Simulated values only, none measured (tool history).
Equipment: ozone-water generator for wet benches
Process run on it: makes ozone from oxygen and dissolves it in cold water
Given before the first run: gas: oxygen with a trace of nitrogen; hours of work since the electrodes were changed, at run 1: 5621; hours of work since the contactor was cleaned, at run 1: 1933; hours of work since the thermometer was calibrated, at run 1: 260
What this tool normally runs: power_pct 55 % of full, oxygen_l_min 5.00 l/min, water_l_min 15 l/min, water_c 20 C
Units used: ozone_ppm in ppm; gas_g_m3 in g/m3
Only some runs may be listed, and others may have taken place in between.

run,hour,power_pct,oxygen_l_min,water_l_min,water_c,hours of work since the electrodes were changed,hours of work since the contactor was cleaned,hours of work since the thermometer was calibrated,ozone_ppm,gas_g_m3
1,0.0,55,5.00,15,20,5621,1933,260,20.0,156.3
2,96.2,55,5.00,15,20,5704,2017,344,19.9,159.6
3,180.8,55,5.00,9,20,5778,2090,417,27.2,155.6
4,330.6,55,5.00,9,20,5907,2220,547,27.1,157.5
5,515.3,96,5.00,15,20,6067,2379,707,28.1,220.9
6,703.0,96,5.00,15,20,6230,2542,869,28.1,219.6
7,881.7,96,5.14,15,20,6384,2697,1024,27.8,217.6
8,976.2,96,5.14,15,20,6466,2779,1106,27.7,214.8
9,1154.0,96,5.14,15,20,6620,2933,1260,28.0,216.0
10,1320.1,62,5.00,15,20,6764,3076,1403,21.0,168.6
11,1415.6,55,5.00,15,20,6847,3159,1486,20.1,157.6
12,1508.9,55,5.00,15,20,6927,3240,1567,19.7,156.6
13,1639.2,55,5.00,15,17,7040,3353,1680,20.7,153.4
14,1819.2,55,5.00,15,17,7196,3508,1836,20.5,154.7
15,2000.7,55,5.00,15,17,7353,3666,1993,20.4,154.6
16,2146.0,58,5.00,15,20,7479,3791,2118,20.5,159.8
17,2319.2,58,6.71,15,20,7629,3941,2268,20.7,144.7
18,2476.3,40,5.00,24,20,7765,4077,2404,11.2,127.0
19,2639.8,40,5.00,24,20,7907,4219,2546,11.1,128.1
20,2776.2,41,6.65,16,21,8025,4337,2664,15.8,118.1
21,2949.9,41,2.92,16,21,8175,4488,2815,13.2,149.9
22,3101.6,45,5.00,15,20,8307,4619,2946,16.9,134.6
23,3222.5,45,5.00,15,20,8411,4724,3051,17.0,135.2
24,3319.3,45,5.00,15,20,8495,4807,3134,17.1,133.1
25,3442.3,93,5.00,15,24,8602,4914,3241,23.9,204.3
26,3520.1,93,5.00,15,24,8669,4981,3308,23.7,205.8
27,3675.1,79,5.52,9,17,8803,5115,3442,33.7,179.7
28,3823.3,79,5.52,9,17,8931,5244,3571,33.4,179.2
# hour 3990.0: water thermometer calibrated
29,3990.0,55,5.00,20,25,9075,5388,0,14.1,149.8
30,4109.8,41,8.42,20,21,9179,5491,104,13.9,108.4
31,4274.8,41,8.42,20,21,9322,5634,247,13.9,107.0
32,4367.1,41,5.58,14,21,9402,5714,327,16.8,123.1

The same runs without the tool's hidden state, with the same run-to-run variation:
The tool's hidden condition here consists of: yield of the discharge, % of new electrodes'; contactor's efficiency, % of a clean one's; true water temperature over the reading, C; drift of the gauge itself on ozone_ppm, %; drift of the gauge itself on gas_g_m3, %.
run,ozone_ppm,gas_g_m3
1,21.6,167.1
2,21.5,170.8
3,29.3,166.7
4,29.3,169.0
5,31.6,244.9
6,31.6,244.3
7,31.5,242.7
8,31.4,240.0
9,31.9,242.0
10,23.3,184.4
11,22.1,171.3
12,21.8,170.4
13,23.0,167.3
14,22.9,168.9
15,22.8,169.3
16,23.0,175.9
17,23.3,159.6
18,12.4,136.7
19,12.3,138.1
20,17.4,127.8
21,14.7,162.4
22,18.9,147.1
23,19.1,147.8
24,19.2,145.7
25,28.5,237.0
26,28.3,239.1
27,39.7,206.6
28,39.4,206.4
29,16.2,167.9
30,15.7,118.6
31,15.7,117.3
32,18.9,135.1
